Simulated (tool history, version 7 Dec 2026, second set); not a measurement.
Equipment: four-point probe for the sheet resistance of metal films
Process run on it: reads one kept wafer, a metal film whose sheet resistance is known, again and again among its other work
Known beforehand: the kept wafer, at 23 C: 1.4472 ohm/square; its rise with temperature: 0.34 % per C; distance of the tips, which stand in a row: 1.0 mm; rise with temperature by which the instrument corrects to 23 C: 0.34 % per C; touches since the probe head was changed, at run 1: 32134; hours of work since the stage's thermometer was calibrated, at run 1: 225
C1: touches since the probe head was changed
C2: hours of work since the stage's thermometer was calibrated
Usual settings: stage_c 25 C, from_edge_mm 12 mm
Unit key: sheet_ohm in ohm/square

{"run": 1, "day": 0.0, "stage_c": 25, "from_edge_mm": 12, "C1": 32134, "C2": 225, "sheet_ohm": 1.448011}
{"run": 2, "day": 0.992, "stage_c": 25, "from_edge_mm": 12, "C1": 33108, "C2": 237, "sheet_ohm": 1.448011}
{"run": 3, "day": 2.833, "stage_c": 25, "from_edge_mm": 12, "C1": 34911, "C2": 258, "sheet_ohm": 1.447588}
{"run": 4, "day": 3.738, "stage_c": 20, "from_edge_mm": 12, "C1": 35798, "C2": 269, "sheet_ohm": 1.447306}
{"run": 5, "day": 4.908, "stage_c": 25, "from_edge_mm": 12, "C1": 36943, "C2": 282, "sheet_ohm": 1.447113}
{"run": 6, "day": 6.05, "stage_c": 25, "from_edge_mm": 20, "C1": 38064, "C2": 296, "sheet_ohm": 1.443739}
{"run": 7, "day": 6.971, "stage_c": 25, "from_edge_mm": 20, "C1": 38965, "C2": 306, "sheet_ohm": 1.443596}
{"run": 8, "day": 7.75, "stage_c": 29, "from_edge_mm": 20, "C1": 39730, "C2": 315, "sheet_ohm": 1.444293}
{"run": 9, "day": 9.558, "stage_c": 29, "from_edge_mm": 20, "C1": 41502, "C2": 336, "sheet_ohm": 1.443608}
{"run": 10, "day": 11.112, "stage_c": 25, "from_edge_mm": 22, "C1": 43025, "C2": 355, "sheet_ohm": 1.442233}
{"run": 11, "day": 12.392, "stage_c": 25, "from_edge_mm": 50, "C1": 44278, "C2": 369, "sheet_ohm": 1.441188}
{"run": 12, "day": 13.871, "stage_c": 25, "from_edge_mm": 50, "C1": 45728, "C2": 387, "sheet_ohm": 1.440669}
{"run": 13, "day": 15.746, "stage_c": 25, "from_edge_mm": 12, "C1": 47564, "C2": 408, "sheet_ohm": 1.445919}
{"run": 14, "day": 17.579, "stage_c": 25, "from_edge_mm": 12, "C1": 49363, "C2": 430, "sheet_ohm": 1.445459}
{"run": 15, "day": 19.2, "stage_c": 25, "from_edge_mm": 12, "C1": 50951, "C2": 449, "sheet_ohm": 1.445298}
{"run": 16, "day": 21.025, "stage_c": 25, "from_edge_mm": 12, "C1": 52739, "C2": 470, "sheet_ohm": 1.444439}
{"run": 17, "day": 22.871, "stage_c": 25, "from_edge_mm": 12, "C1": 54548, "C2": 491, "sheet_ohm": 1.444649}
{"run": 18, "day": 23.888, "stage_c": 20, "from_edge_mm": 24, "C1": 55545, "C2": 503, "sheet_ohm": 1.439872}
{"run": 19, "day": 25.104, "stage_c": 20, "from_edge_mm": 24, "C1": 56734, "C2": 517, "sheet_ohm": 1.43939}
{"run": 20, "day": 26.792, "stage_c": 20, "from_edge_mm": 24, "C1": 58388, "C2": 537, "sheet_ohm": 1.439778}
{"run": 21, "day": 27.796, "stage_c": 20, "from_edge_mm": 24, "C1": 59375, "C2": 549, "sheet_ohm": 1.43883}
{"run": 22, "day": 28.967, "stage_c": 20, "from_edge_mm": 24, "C1": 60522, "C2": 562, "sheet_ohm": 1.43905}
{"run": 23, "day": 30.638, "stage_c": 20, "from_edge_mm": 24, "C1": 62160, "C2": 582, "sheet_ohm": 1.43857}
{"run": 24, "day": 32.583, "stage_c": 25, "from_edge_mm": 4, "C1": 64064, "C2": 604, "sheet_ohm": 1.484696}
{"run": 25, "day": 33.4, "stage_c": 22, "from_edge_mm": 22, "C1": 64866, "C2": 614, "sheet_ohm": 1.438589}
{"run": 26, "day": 34.371, "stage_c": 18, "from_edge_mm": 13, "C1": 65818, "C2": 625, "sheet_ohm": 1.440992}
{"run": 27, "day": 35.454, "stage_c": 18, "from_edge_mm": 13, "C1": 66880, "C2": 638, "sheet_ohm": 1.441264}
{"run": 28, "day": 36.742, "stage_c": 31, "from_edge_mm": 23, "C1": 68139, "C2": 653, "sheet_ohm": 1.438846}
{"run": 29, "day": 38.371, "stage_c": 31, "from_edge_mm": 23, "C1": 69735, "C2": 671, "sheet_ohm": 1.438839}
{"run": 30, "day": 40.1, "stage_c": 25, "from_edge_mm": 3, "C1": 71432, "C2": 692, "sheet_ohm": 1.517288}
{"run": 31, "day": 40.879, "stage_c": 28, "from_edge_mm": 32, "C1": 72197, "C2": 701, "sheet_ohm": 1.436878}
{"run": 32, "day": 42.096, "stage_c": 28, "from_edge_mm": 43, "C1": 73389, "C2": 715, "sheet_ohm": 1.436978}
{"run": 33, "day": 42.975, "stage_c": 28, "from_edge_mm": 43, "C1": 74250, "C2": 725, "sheet_ohm": 1.43668}

5 ways to go on from here, each from the tool as it stands after run 33. What would each give?
{"run": "A", "day": 43.95, "stage_c": 25, "from_edge_mm": 9, "C1": 75204, "C2": 736, "sheet_ohm": "?"}
{"run": "B", "day": 43.95, "stage_c": 33, "from_edge_mm": 12, "C1": 75204, "C2": 736, "sheet_ohm": "?"}
{"run": "C", "day": 43.95, "stage_c": 34, "from_edge_mm": 12, "C1": 75204, "C2": 736, "sheet_ohm": "?"}
{"run": "D", "day": 43.95, "stage_c": 24, "from_edge_mm": 4, "C1": 75204, "C2": 736, "sheet_ohm": "?"}
{"run": "E", "day": 43.95, "stage_c": 32, "from_edge_mm": 3, "C1": 75204, "C2": 736, "sheet_ohm": "?"}

run=A sheet_ohm=1.445678
run=B sheet_ohm=1.442047
run=C sheet_ohm=1.442318
run=D sheet_ohm=1.482552
run=E sheet_ohm=1.517505
With no hidden state in the tool, these same runs would have given:
run=A sheet_ohm=1.457291
run=B sheet_ohm=1.453597
run=C sheet_ohm=1.453866
run=D sheet_ohm=1.494444
run=E sheet_ohm=1.529617
